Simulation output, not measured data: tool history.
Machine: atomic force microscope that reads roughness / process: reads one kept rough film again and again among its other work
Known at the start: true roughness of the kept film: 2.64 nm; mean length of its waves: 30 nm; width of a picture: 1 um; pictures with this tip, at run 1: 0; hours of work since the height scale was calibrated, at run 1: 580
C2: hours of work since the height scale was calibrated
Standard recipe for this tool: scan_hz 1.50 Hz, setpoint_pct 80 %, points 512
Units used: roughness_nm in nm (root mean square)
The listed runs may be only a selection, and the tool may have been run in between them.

{"run": 1, "hour": 0.0, "scan_hz": 1.5, "setpoint_pct": 80, "points": 512, "pictures with this tip": 0, "C2": 580, "roughness_nm": 2.098}
{"run": 2, "hour": 23.9, "scan_hz": 1.5, "setpoint_pct": 80, "points": 512, "pictures with this tip": 23, "C2": 593, "roughness_nm": 2.056}
{"run": 3, "hour": 54.5, "scan_hz": 1.5, "setpoint_pct": 80, "points": 512, "pictures with this tip": 52, "C2": 609, "roughness_nm": 1.992}
{"run": 4, "hour": 76.4, "scan_hz": 1.5, "setpoint_pct": 80, "points": 512, "pictures with this tip": 73, "C2": 620, "roughness_nm": 1.968}
{"run": 5, "hour": 99.1, "scan_hz": 1.5, "setpoint_pct": 80, "points": 512, "pictures with this tip": 94, "C2": 633, "roughness_nm": 1.905}
{"run": 6, "hour": 143.1, "scan_hz": 1.5, "setpoint_pct": 80, "points": 512, "pictures with this tip": 136, "C2": 656, "roughness_nm": 1.835}
{"hour": 159.2, "done": "new tip fitted"}
{"run": 7, "hour": 176.0, "scan_hz": 1.5, "setpoint_pct": 80, "points": 512, "pictures with this tip": 16, "C2": 673, "roughness_nm": 2.088}
{"run": 8, "hour": 203.1, "scan_hz": 1.5, "setpoint_pct": 66, "points": 512, "pictures with this tip": 42, "C2": 687, "roughness_nm": 2.186}
{"run": 9, "hour": 251.5, "scan_hz": 1.5, "setpoint_pct": 68, "points": 512, "pictures with this tip": 88, "C2": 713, "roughness_nm": 2.058}
{"run": 10, "hour": 275.8, "scan_hz": 1.5, "setpoint_pct": 68, "points": 369, "pictures with this tip": 111, "C2": 726, "roughness_nm": 2.009}
{"run": 11, "hour": 315.8, "scan_hz": 1.5, "setpoint_pct": 68, "points": 369, "pictures with this tip": 150, "C2": 747, "roughness_nm": 1.959}
{"hour": 320.4, "done": "new tip fitted"}
{"run": 12, "hour": 351.4, "scan_hz": 1.5, "setpoint_pct": 68, "points": 369, "pictures with this tip": 30, "C2": 766, "roughness_nm": 2.177}
{"run": 13, "hour": 381.5, "scan_hz": 1.5, "setpoint_pct": 68, "points": 369, "pictures with this tip": 59, "C2": 782, "roughness_nm": 2.12}
{"run": 14, "hour": 406.7, "scan_hz": 1.5, "setpoint_pct": 68, "points": 369, "pictures with this tip": 83, "C2": 795, "roughness_nm": 2.068}
{"run": 15, "hour": 450.1, "scan_hz": 1.5, "setpoint_pct": 68, "points": 369, "pictures with this tip": 124, "C2": 818, "roughness_nm": 1.99}
{"hour": 480.4, "done": "new tip fitted"}
{"run": 16, "hour": 495.1, "scan_hz": 1.5, "setpoint_pct": 68, "points": 369, "pictures with this tip": 14, "C2": 842, "roughness_nm": 2.209}
{"run": 17, "hour": 543.7, "scan_hz": 1.5, "setpoint_pct": 68, "points": 369, "pictures with this tip": 60, "C2": 868, "roughness_nm": 2.119}
{"run": 18, "hour": 593.1, "scan_hz": 1.5, "setpoint_pct": 68, "points": 369, "pictures with this tip": 107, "C2": 894, "roughness_nm": 2.012}
{"run": 19, "hour": 627.0, "scan_hz": 1.5, "setpoint_pct": 68, "points": 369, "pictures with this tip": 140, "C2": 912, "roughness_nm": 1.954}
{"hour": 639.9, "done": "new tip fitted"}
{"run": 20, "hour": 664.4, "scan_hz": 1.5, "setpoint_pct": 68, "points": 369, "pictures with this tip": 24, "C2": 931, "roughness_nm": 2.195}
{"run": 21, "hour": 709.5, "scan_hz": 1.5, "setpoint_pct": 68, "points": 369, "pictures with this tip": 67, "C2": 955, "roughness_nm": 2.076}
{"run": 22, "hour": 752.7, "scan_hz": 1.5, "setpoint_pct": 68, "points": 369, "pictures with this tip": 108, "C2": 978, "roughness_nm": 2.011}
{"run": 23, "hour": 775.7, "scan_hz": 1.5, "setpoint_pct": 68, "points": 369, "pictures with this tip": 130, "C2": 990, "roughness_nm": 1.962}
{"hour": 798.7, "done": "new tip fitted"}
{"run": 24, "hour": 805.8, "scan_hz": 1.5, "setpoint_pct": 80, "points": 512, "pictures with this tip": 7, "C2": 1006, "roughness_nm": 2.1}
{"run": 25, "hour": 852.4, "scan_hz": 1.5, "setpoint_pct": 80, "points": 512, "pictures with this tip": 52, "C2": 1031, "roughness_nm": 1.995}
{"hour": 857.9, "done": "height scale calibrated on a step standard"}
{"run": 26, "hour": 883.7, "scan_hz": 1.5, "setpoint_pct": 80, "points": 512, "pictures with this tip": 81, "C2": 14, "roughness_nm": 1.971}
{"run": 27, "hour": 932.1, "scan_hz": 2.31, "setpoint_pct": 64, "points": 440, "pictures with this tip": 127, "C2": 39, "roughness_nm": 1.975}
{"run": 28, "hour": 954.6, "scan_hz": 3.84, "setpoint_pct": 80, "points": 680, "pictures with this tip": 148, "C2": 51, "roughness_nm": 1.529}
{"hour": 959.1, "done": "new tip fitted"}
{"run": 29, "hour": 996.9, "scan_hz": 3.84, "setpoint_pct": 80, "points": 680, "pictures with this tip": 36, "C2": 73, "roughness_nm": 1.708}
{"run": 30, "hour": 1046.8, "scan_hz": 0.78, "setpoint_pct": 62, "points": 278, "pictures with this tip": 84, "C2": 100, "roughness_nm": 2.165}
{"run": 31, "hour": 1067.5, "scan_hz": 0.78, "setpoint_pct": 62, "points": 278, "pictures with this tip": 103, "C2": 111, "roughness_nm": 2.119}
{"hour": 1086.8, "done": "height scale calibrated on a step standard, once more"}
{"run": 32, "hour": 1115.8, "scan_hz": 0.78, "setpoint_pct": 62, "points": 278, "pictures with this tip": 149, "C2": 15, "roughness_nm": 2.0}
{"hour": 1118.4, "done": "new tip fitted"}
{"run": 33, "hour": 1141.1, "scan_hz": 1.5, "setpoint_pct": 80, "points": 790, "pictures with this tip": 21, "C2": 29, "roughness_nm": 2.052}
{"run": 34, "hour": 1168.8, "scan_hz": 0.8, "setpoint_pct": 80, "points": 546, "pictures with this tip": 48, "C2": 43, "roughness_nm": 2.111}
{"run": 35, "hour": 1214.3, "scan_hz": 1.5, "setpoint_pct": 78, "points": 578, "pictures with this tip": 91, "C2": 67, "roughness_nm": 1.924}
{"run": 36, "hour": 1257.4, "scan_hz": 3.9, "setpoint_pct": 55, "points": 486, "pictures with this tip": 132, "C2": 90, "roughness_nm": 1.937}
{"hour": 1278.7, "done": "new tip fitted"}
{"run": 37, "hour": 1299.0, "scan_hz": 0.75, "setpoint_pct": 55, "points": 663, "pictures with this tip": 19, "C2": 112, "roughness_nm": 2.336}
{"run": 38, "hour": 1341.9, "scan_hz": 0.9, "setpoint_pct": 75, "points": 512, "pictures with this tip": 60, "C2": 135, "roughness_nm": 2.115}
{"run": 39, "hour": 1380.3, "scan_hz": 0.9, "setpoint_pct": 75, "points": 601, "pictures with this tip": 97, "C2": 155, "roughness_nm": 2.053}
{"run": 40, "hour": 1413.2, "scan_hz": 1.5, "setpoint_pct": 60, "points": 976, "pictures with this tip": 128, "C2": 173, "roughness_nm": 2.005}
{"run": 41, "hour": 1433.4, "scan_hz": 1.5, "setpoint_pct": 60, "points": 976, "pictures with this tip": 148, "C2": 183, "roughness_nm": 1.985}
{"hour": 1441.0, "done": "new tip fitted"}
{"run": 42, "hour": 1480.2, "scan_hz": 1.78, "setpoint_pct": 80, "points": 804, "pictures with this tip": 38, "C2": 208, "roughness_nm": 1.987}
{"run": 43, "hour": 1509.4, "scan_hz": 1.5, "setpoint_pct": 76, "points": 351, "pictures with this tip": 66, "C2": 223, "roughness_nm": 2.011}
{"run": 44, "hour": 1541.9, "scan_hz": 1.5, "setpoint_pct": 76, "points": 351, "pictures with this tip": 97, "C2": 241, "roughness_nm": 1.945}
{"run": 45, "hour": 1564.2, "scan_hz": 1.5, "setpoint_pct": 89, "points": 570, "pictures with this tip": 118, "C2": 252, "roughness_nm": 1.736}
{"hour": 1601.4, "done": "new tip fitted"}
{"run": 46, "hour": 1603.4, "scan_hz": 1.5, "setpoint_pct": 89, "points": 570, "pictures with this tip": 2, "C2": 273, "roughness_nm": 1.956}
{"run": 47, "hour": 1642.3, "scan_hz": 1.45, "setpoint_pct": 63, "points": 420, "pictures with this tip": 39, "C2": 294, "roughness_nm": 2.191}
{"run": 48, "hour": 1667.7, "scan_hz": 0.71, "setpoint_pct": 77, "points": 535, "pictures with this tip": 63, "C2": 307, "roughness_nm": 2.135}
{"run": 49, "hour": 1689.2, "scan_hz": 3.37, "setpoint_pct": 65, "points": 468, "pictures with this tip": 84, "C2": 318, "roughness_nm": 1.928}
{"run": 50, "hour": 1735.5, "scan_hz": 0.86, "setpoint_pct": 69, "points": 401, "pictures with this tip": 128, "C2": 343, "roughness_nm": 2.01}
{"hour": 1763.2, "done": "new tip fitted"}
{"run": 51, "hour": 1784.0, "scan_hz": 3.74, "setpoint_pct": 80, "points": 345, "pictures with this tip": 20, "C2": 368, "roughness_nm": 1.705}

Branching from run 51: 3 alternative next runs. What would each branch give?
{"run": "A", "hour": 1832.2, "scan_hz": 1.13, "setpoint_pct": 80, "points": 972, "pictures with this tip": 66, "C2": 394, "roughness_nm": "?"}
{"run": "B", "hour": 1832.2, "scan_hz": 1.13, "setpoint_pct": 84, "points": 354, "pictures with this tip": 66, "C2": 394, "roughness_nm": "?"}
{"run": "C", "hour": 1832.2, "scan_hz": 0.52, "setpoint_pct": 88, "points": 358, "pictures with this tip": 66, "C2": 394, "roughness_nm": "?"}

run=A roughness_nm=2.021
run=B roughness_nm=1.957
run=C roughness_nm=2.067
The same runs, with their run-to-run variation unchanged, on a tool lacking any hidden condition would have given:
run=A roughness_nm=2.189
run=B roughness_nm=2.120
run=C roughness_nm=2.240

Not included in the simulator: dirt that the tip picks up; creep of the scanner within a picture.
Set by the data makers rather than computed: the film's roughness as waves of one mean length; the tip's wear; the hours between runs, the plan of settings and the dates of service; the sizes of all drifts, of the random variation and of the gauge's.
